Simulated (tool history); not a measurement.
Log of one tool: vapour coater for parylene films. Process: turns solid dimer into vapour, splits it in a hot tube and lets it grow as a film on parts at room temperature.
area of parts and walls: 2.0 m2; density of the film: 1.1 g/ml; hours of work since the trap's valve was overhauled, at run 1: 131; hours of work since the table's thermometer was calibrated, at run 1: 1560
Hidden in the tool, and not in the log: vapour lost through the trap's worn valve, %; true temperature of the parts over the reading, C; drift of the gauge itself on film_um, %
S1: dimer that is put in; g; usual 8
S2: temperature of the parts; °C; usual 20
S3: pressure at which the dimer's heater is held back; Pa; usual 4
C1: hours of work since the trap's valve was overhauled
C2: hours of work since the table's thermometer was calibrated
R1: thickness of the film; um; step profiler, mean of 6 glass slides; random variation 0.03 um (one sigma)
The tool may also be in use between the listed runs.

run	hour	S1	S2	S3	C1	C2	R1
1	0	8	20	4	131	1560	2.7
2	47.4	8	20	4	169	1599	2.64
3	86.3	8	20	4	201	1630	2.59
4	125.7	8	20	4	233	1663	2.58
5	172	8	20	4	271	1700	2.49
6	217.4	8	20	4	308	1737	2.5
7	241.4	8	20	4	327	1757	2.47
# hour 250.7: trap's valve overhauled
8	282.8	8	20	4	26	1787	2.79
9	309.4	8	20	4	48	1809	2.81
10	358.7	8	20	4	88	1849	2.77
11	381.7	8	20	4	107	1868	2.77
12	424.1	8	20	4	141	1903	2.71
13	468.7	8	20	4	178	1939	2.67
14	507	11	20	10.16	209	1970	3.14
15	543.3	4	18	6.02	239	2000	1.34
16	572.5	10	18	4.38	262	2024	3.48
17	600.5	6	17	3.85	285	2046	2.25
18	627.1	7	17	3.85	307	2068	2.55
19	656.7	7	17	3.85	331	2092	2.5
# hour 663.9: trap's valve overhauled
# hour 664.9: table's thermometer calibrated
20	700.3	7	17	4.49	29	29	2.64
21	722.5	7	20	2.35	47	47	2.6
22	742.8	9	20	8.7	63	63	2.62
23	785.5	11	32	8.7	98	98	1.91
24	817.9	8	16	4	125	125	3.16
25	857.1	8	16	4	157	157	3.12

3 ways to go on from here, each from the tool as it stands after run 25. What would each give?
A	893	8	12	7.28	186	186	?
B	893	13	24	7.34	186	186	?
C	893	3	32	5.35	186	186	?

run	R1
A	3.24
B	3.14
C	0.52
Without the tool's hidden state the same runs would have given:
run	R1
A	3.5
B	3.4
C	0.56
